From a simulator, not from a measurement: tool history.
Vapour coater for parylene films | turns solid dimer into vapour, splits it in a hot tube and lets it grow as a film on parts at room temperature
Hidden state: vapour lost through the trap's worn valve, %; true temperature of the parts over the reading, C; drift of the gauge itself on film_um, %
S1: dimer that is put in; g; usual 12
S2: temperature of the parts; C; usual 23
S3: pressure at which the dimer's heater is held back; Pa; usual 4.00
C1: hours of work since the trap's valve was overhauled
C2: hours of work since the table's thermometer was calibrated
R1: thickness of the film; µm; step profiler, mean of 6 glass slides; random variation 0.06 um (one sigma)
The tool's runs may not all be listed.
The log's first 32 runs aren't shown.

| run | hour | S1 | S2 | S3 | C1 | C2 | R1 |
|---|---|---|---|---|---|---|---|
|  | 1681.6 | table's thermometer calibrated |
| 33 | 1685.6 | 7 | 15 | 2.76 | 318 | 3 | 6.13 |
| 34 | 1729.4 | 7 | 17 | 4.00 | 350 | 35 | 5.56 |
| 35 | 1778.1 | 7 | 17 | 4.00 | 385 | 70 | 5.47 |
| 36 | 1839.0 | 7 | 17 | 4.00 | 430 | 115 | 5.58 |
|  | 1864.3 | trap's valve overhauled |
| 37 | 1901.8 | 12 | 34 | 4.38 | 27 | 158 | 4.46 |
| 38 | 1966.0 | 12 | 16 | 2.86 | 74 | 205 | 10.31 |
| 39 | 2016.1 | 12 | 16 | 2.86 | 111 | 241 | 10.29 |
| 40 | 2054.2 | 6 | 34 | 5.90 | 139 | 269 | 2.18 |
| 41 | 2097.5 | 20 | 20 | 10.97 | 170 | 301 | 12.82 |
| 42 | 2145.8 | 20 | 20 | 10.97 | 206 | 336 | 12.83 |
| 43 | 2203.7 | 7 | 25 | 4.00 | 248 | 378 | 3.80 |
| 44 | 2279.2 | 7 | 25 | 4.00 | 303 | 433 | 3.85 |
| 45 | 2350.8 | 15 | 25 | 6.21 | 355 | 486 | 7.97 |
| 46 | 2395.2 | 12 | 29 | 4.00 | 388 | 518 | 5.49 |
| 47 | 2445.1 | 6 | 17 | 4.00 | 424 | 555 | 4.73 |

Forecast each of these 3 alternatives for the next run:
|  | 2475.7 | trap's valve overhauled |
| A | 2523.8 | 13 | 24 | 4.00 | 35 | 609 | ? |
|  | 2475.7 | trap's valve overhauled |
| B | 2523.8 | 21 | 24 | 4.00 | 35 | 609 | ? |
|  | 2475.7 | trap's valve overhauled |
| C | 2523.8 | 6 | 15 | 4.00 | 35 | 609 | ? |

| run | R1 |
|---|---|
| A | 7.54 |
| B | 12.30 |
| C | 5.24 |
Without the tool's hidden state the same runs would have given:
| run | R1 |
|---|---|
| A | 7.54 |
| B | 12.29 |
| C | 5.24 |

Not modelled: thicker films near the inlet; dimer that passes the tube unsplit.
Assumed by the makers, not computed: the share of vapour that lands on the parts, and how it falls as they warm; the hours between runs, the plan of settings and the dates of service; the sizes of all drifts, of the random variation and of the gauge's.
